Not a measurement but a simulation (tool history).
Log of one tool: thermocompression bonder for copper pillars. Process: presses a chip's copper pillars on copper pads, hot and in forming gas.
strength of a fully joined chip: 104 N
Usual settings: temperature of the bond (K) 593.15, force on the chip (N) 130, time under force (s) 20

run   hour  temperature of the bond (K)  force on the chip (N)  time under force (s)  force that shears a chip off (N)
  1      0                       593.15                    130                    20                              72.9
  2   30.1                       593.15                    130                    20                                73
  3     48                       593.15                    104                    20                              62.7
  4   70.3                       593.15                    104                    20                              64.3
  5  100.7                       593.15                    130                    20                              73.7
  6  124.6                       593.15                    130                    20                                72
     128.3  -- force cell calibrated
  7  150.5                       593.15                    130                    20                                72
  8  171.7                       593.15                    130                    20                                71
       176  -- force cell calibrated, once more
  9  186.5                       593.15                    130                    20                              74.2
 10  199.7                       593.15                    130                    54                              89.1
 11  228.8                       593.15                    179                    43                              95.9
 12  242.8                       594.15                    130                    36                              82.5
 13  264.1                       568.15                     81                    17                              37.8
 14  276.8                       613.15                    108                    20                              74.9
 15  292.9                       618.15                    119                    30                              87.3

Forecast run 16:
 16  309.2                       615.15                    130                    37                                 ?

{"run 16": {"force that shears a chip off (N)": 89.8}}
Without the tool's hidden state the same run would have given force that shears a chip off (N) 90.8.

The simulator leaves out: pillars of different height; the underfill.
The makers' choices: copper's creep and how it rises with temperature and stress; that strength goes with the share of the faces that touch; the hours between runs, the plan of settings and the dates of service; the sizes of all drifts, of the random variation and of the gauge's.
